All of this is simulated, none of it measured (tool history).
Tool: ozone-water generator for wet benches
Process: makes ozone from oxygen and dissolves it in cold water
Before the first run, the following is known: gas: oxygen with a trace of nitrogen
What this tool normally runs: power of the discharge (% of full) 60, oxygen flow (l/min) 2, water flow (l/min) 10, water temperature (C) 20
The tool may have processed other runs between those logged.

run     day  power of the discharge (% of full)  oxygen flow (l/min)  water flow (l/min)  water temperature (C)  dissolved ozone (ppm)  ozone in the gas ahead of the water (g/m3)
  1       0                                  60                    2                  10                     20                   13.5                                       143.9
  2   4.179                                  60                    2                  10                     20                   13.6                                       143.2
  3   7.746                                  60                    2                  10                     20                   13.7                                       141.9
  4   9.779                                  60                    2                  10                     20                   13.4                                       141.1
  5  12.721                                  60                    2                  10                     20                   13.5                                       142.5
  6  15.754                                  60                    2                  10                     20                   13.5                                       140.8
  7  18.658                                  51                 1.04                  10                     20                   11.2                                       181.8
  8  20.633                                  51                 1.04                  10                     20                   11.3                                       182.5
  9  23.725                                  51                 1.11                  10                     20                   11.4                                       174.7
 10  27.421                                  51                 1.11                  10                     20                   11.2                                       174.2

What if the next run were any one of these 3? Each begins from the tool's condition after run 10:
  A  31.529                                  60                    2                  13                     20                      ?                                           ?
  B  31.529                                  49                    2                  10                     20                      ?                                           ?
  C  31.529                                  51                 2.18                   7                     20                      ?                                           ?

run  dissolved ozone (ppm)  ozone in the gas ahead of the water (g/m3)
  A                   10.7                                       141.8
  B                   11.5                                       122.3
  C                   16.1                                       120.1
Without the tool's hidden state the same runs would have given:
run  dissolved ozone (ppm)  ozone in the gas ahead of the water (g/m3)
  A                   11.2                                       147.4
  B                     12                                       126.4
  C                   16.8                                       124.3

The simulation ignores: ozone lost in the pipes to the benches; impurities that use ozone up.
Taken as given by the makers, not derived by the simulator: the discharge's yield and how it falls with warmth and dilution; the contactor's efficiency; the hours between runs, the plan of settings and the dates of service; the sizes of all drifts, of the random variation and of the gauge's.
